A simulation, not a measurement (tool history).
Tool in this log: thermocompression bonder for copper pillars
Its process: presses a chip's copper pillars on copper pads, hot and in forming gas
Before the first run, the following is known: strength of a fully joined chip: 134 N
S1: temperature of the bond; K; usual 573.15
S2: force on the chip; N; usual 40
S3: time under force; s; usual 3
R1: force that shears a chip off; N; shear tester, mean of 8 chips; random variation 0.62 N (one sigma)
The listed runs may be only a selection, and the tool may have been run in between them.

run    hour      S1  S2  S3    R1
  1     0.0  573.15  40   3  69.2
  2    22.2  573.15  59   3  86.3
  3    55.0  573.15  59   3  83.5
  4    95.5  573.15  59   3  83.8
  5   116.5  573.15  59   3  84.7
  6   153.3  573.15  40   3  67.0
  7   174.8  573.15  40   3  66.2
  8   209.9  573.15  40   3  65.5
  9   244.4  573.15  40   3  64.5
 10   262.2  567.15  40   3  61.7
 11   304.4  567.15  40   3  61.0
 12   339.9  567.15  40   3  60.5
 13   371.1  567.15  40   3  60.2
      388.1  -- forming gas filter changed
 14   406.6  567.15  40   3  66.7
 15   445.8  567.15  40   3  66.9
 16   477.9  567.15  40   3  64.5
 17   497.2  555.15  40   3  58.5
 18   527.4  555.15  40   9  84.4
 19   559.3  555.15  40   9  82.7
 20   585.4  555.15  40   9  82.8
 21   616.6  555.15  40   9  81.1
 22   657.9  548.15  40   3  53.1
 23   692.8  548.15  40   3  52.2
 24   721.8  548.15  40   6  65.7
 25   762.5  548.15  40   6  64.8
 26   802.8  573.15  40   5  73.9
      813.5  -- forming gas filter changed
 27   822.8  595.15  40   6  99.2
 28   847.3  595.15  40   6  96.9
 29   870.5  556.15  30   9  73.3
 30   898.1  556.15  30   9  73.5
 31   917.6  556.15  30   9  71.6
 32   949.6  556.15  38   9  82.9
 33   984.8  550.15  49   3  63.7
 34  1012.2  562.15  25   7  61.3
 35  1034.3  593.15  42   3  79.7
 36  1073.9  544.15  37   3  49.2
 37  1099.7  544.15  37   3  48.1
 38  1138.5  544.15  55   3  61.0
 39  1174.1  565.15  31   5  62.2

3 options for the next run, each taken on its own from the tool as it stands now. Forecast them:
  A  1200.6  573.15  40   5   ?
  B  1200.6  575.15  57   8   ?
  C  1200.6  571.15  40   2   ?

run    R1
  A  75.2
  B  99.1
  C  54.9
Take away the tool's hidden state, keep each run's random variation, and the runs would have read:
run     R1
  A   82.0
  B  108.7
  C   59.6

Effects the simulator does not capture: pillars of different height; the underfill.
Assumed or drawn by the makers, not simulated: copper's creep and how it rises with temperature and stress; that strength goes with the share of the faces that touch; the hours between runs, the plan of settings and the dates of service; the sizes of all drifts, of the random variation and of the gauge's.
